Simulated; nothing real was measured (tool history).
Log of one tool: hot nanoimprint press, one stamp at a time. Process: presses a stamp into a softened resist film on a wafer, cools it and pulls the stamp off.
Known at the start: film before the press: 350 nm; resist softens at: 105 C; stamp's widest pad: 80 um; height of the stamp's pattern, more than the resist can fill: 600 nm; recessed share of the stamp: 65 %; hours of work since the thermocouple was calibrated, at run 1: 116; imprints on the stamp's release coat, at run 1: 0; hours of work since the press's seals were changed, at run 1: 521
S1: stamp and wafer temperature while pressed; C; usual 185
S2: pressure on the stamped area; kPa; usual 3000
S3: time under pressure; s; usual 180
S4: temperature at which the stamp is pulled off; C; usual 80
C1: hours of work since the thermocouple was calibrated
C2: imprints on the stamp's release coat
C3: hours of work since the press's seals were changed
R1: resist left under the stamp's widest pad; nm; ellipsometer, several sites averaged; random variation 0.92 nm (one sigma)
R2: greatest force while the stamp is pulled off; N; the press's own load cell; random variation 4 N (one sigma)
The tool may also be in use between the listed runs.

run	hour	S1	S2	S3	S4	C1	C2	C3	R1	R2
1	0.0	185	3000	180	80	116	0	521	132.6	193
2	62.8	185	3000	180	80	150	220	555	132.6	217
3	120.3	185	3000	180	80	181	420	586	134.9	220
4	185.0	185	3000	180	84	216	645	621	135.1	232
# hour 207.5: stamp cleaned and given a new release coat
5	233.9	185	3000	180	84	240	92	644	135.2	190
6	293.4	185	3000	180	80	272	299	676	136.9	207
7	352.9	185	3000	180	80	304	507	708	137.9	228
# hour 416.9: stamp cleaned and given a new release coat
8	422.7	185	3000	180	80	338	20	743	140.2	195
9	480.2	177	3000	180	80	370	221	774	192.6	204
# hour 517.3: press's hydraulic seals changed and the load cell set to zero
10	529.2	185	3000	180	85	392	364	6	139.1	202
11	571.3	185	3000	180	85	415	510	29	139.6	226
# hour 632.8: stamp cleaned and given a new release coat
12	635.6	185	3000	180	80	446	10	61	140.5	196
# hour 641.9: plate thermocouple calibrated
13	691.6	185	3000	180	70	27	194	89	151.5	217
14	718.6	185	3000	180	80	41	289	104	148.6	213
15	781.4	185	3000	180	80	75	508	138	151.2	231
16	812.4	185	3000	180	80	92	616	155	152.0	249
# hour 824.8: plate thermocouple calibrated, once more
# hour 844.6: stamp cleaned and given a new release coat
17	881.1	190	3110	329	77	27	127	187	81.9	206
18	944.7	187	3000	127	80	62	348	221	138.2	222
19	988.6	185	3560	180	78	85	501	245	118.4	232
# hour 1051.4: stamp cleaned and given a new release coat
20	1058.1	185	3560	180	78	120	23	279	118.4	200
21	1117.6	185	3560	180	78	152	230	312	119.5	211
22	1170.1	185	4100	290	70	180	413	340	92.9	234
23	1221.6	196	1920	180	80	208	593	368	114.1	239
# hour 1261.3: stamp cleaned and given a new release coat
24	1274.9	196	1920	180	80	234	48	393	114.7	194
25	1321.2	196	2040	103	85	259	209	419	135.9	200
26	1358.1	195	4400	103	76	279	338	438	92.0	219
27	1387.5	195	4400	103	76	295	440	454	90.8	229
28	1430.9	185	4630	233	74	318	592	478	97.2	236
# hour 1472.2: stamp cleaned and given a new release coat
29	1485.1	175	4120	220	80	344	45	504	163.8	199

3 ways to go on from here, each from the tool as it stands after run 29. What would each give?
A	1529.8	196	3000	180	71	368	200	528	?	?
B	1529.8	187	4120	304	80	368	200	528	?	?
C	1529.8	175	3610	220	80	368	200	528	?	?

run	R1	R2
A	89.6	216
B	88.7	205
C	176.6	214
Without the tool's hidden state the same runs would have given:
run	R1	R2
A	83.4	199
B	81.7	190
C	162.9	198

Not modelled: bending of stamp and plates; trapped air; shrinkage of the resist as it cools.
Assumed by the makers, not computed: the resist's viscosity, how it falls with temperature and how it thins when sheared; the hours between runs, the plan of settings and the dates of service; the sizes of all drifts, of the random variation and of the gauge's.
